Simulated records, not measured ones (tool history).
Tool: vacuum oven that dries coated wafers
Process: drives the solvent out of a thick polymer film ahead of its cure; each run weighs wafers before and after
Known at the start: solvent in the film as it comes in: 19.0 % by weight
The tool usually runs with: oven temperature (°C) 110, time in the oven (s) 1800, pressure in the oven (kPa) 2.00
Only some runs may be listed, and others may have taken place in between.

run	hour	oven temperature (°C)	time in the oven (s)	pressure in the oven (kPa)	solvent left in the film (%)
1	0.0	110	1800	2.00	1.357
2	13.9	110	1800	2.00	1.339
3	34.0	110	1800	1.30	1.065
4	51.7	110	1800	1.18	1.037
5	70.1	110	1800	1.18	1.018
6	84.5	110	1800	1.18	1.031
7	102.9	110	1800	2.00	1.337
8	120.6	110	1800	2.00	1.344
9	137.1	110	1800	2.00	1.356
10	154.8	110	1800	2.00	1.349
11	173.4	110	1800	2.00	1.348
12	184.1	110	1800	2.00	1.349
13	201.8	110	1800	2.00	1.344
14	216.7	110	1800	2.00	1.345
15	229.3	110	1800	2.00	1.349
16	240.5	110	1800	2.00	1.351
17	260.6	110	1800	2.00	1.347
18	277.1	110	1800	2.00	1.349
19	293.1	110	1800	2.00	1.354
20	309.3	110	1800	2.00	1.348
21	319.9	110	1800	2.00	1.330
22	329.3	119	3060	4.40	1.396
23	347.3	122	960	4.40	1.841
24	362.3	110	1200	1.58	2.164
25	382.7	101	1020	2.75	5.427
26	396.7	111	1800	3.81	1.906
27	409.7	121	960	1.96	1.316
28	428.8	121	960	1.96	1.298
29	440.5	121	960	1.96	1.299
30	458.3	121	2460	1.67	0.566
31	468.8	104	1680	7.54	4.824
32	487.4	104	1980	4.05	2.853
33	498.5	104	1980	4.05	2.832
34	508.6	112	1800	1.42	0.972
35	529.1	112	1800	1.42	0.963
36	542.9	112	1800	1.42	0.968
37	553.6	113	1140	1.52	1.802
38	568.3	110	1560	1.11	1.246
39	587.5	101	900	5.12	6.974
40	603.1	101	900	5.12	6.954

Had the tool no unlogged condition, and each run kept its random variation, what would the results have been?
Hidden state present: true wafer temperature over the reading, C; true pressure over the reading, kPa; drift of the gauge itself on solvent_pct, %.
run	solvent left in the film (%)
1	1.368
2	1.349
3	1.067
4	1.038
5	1.019
6	1.031
7	1.347
8	1.354
9	1.366
10	1.359
11	1.358
12	1.358
13	1.354
14	1.355
15	1.359
16	1.361
17	1.357
18	1.358
19	1.363
20	1.358
21	1.340
22	1.356
23	1.923
24	2.289
25	5.688
26	1.936
27	1.388
28	1.371
29	1.372
30	0.488
31	5.034
32	2.946
33	2.926
34	0.951
35	0.942
36	0.946
37	1.923
38	1.288
39	7.325
40	7.309
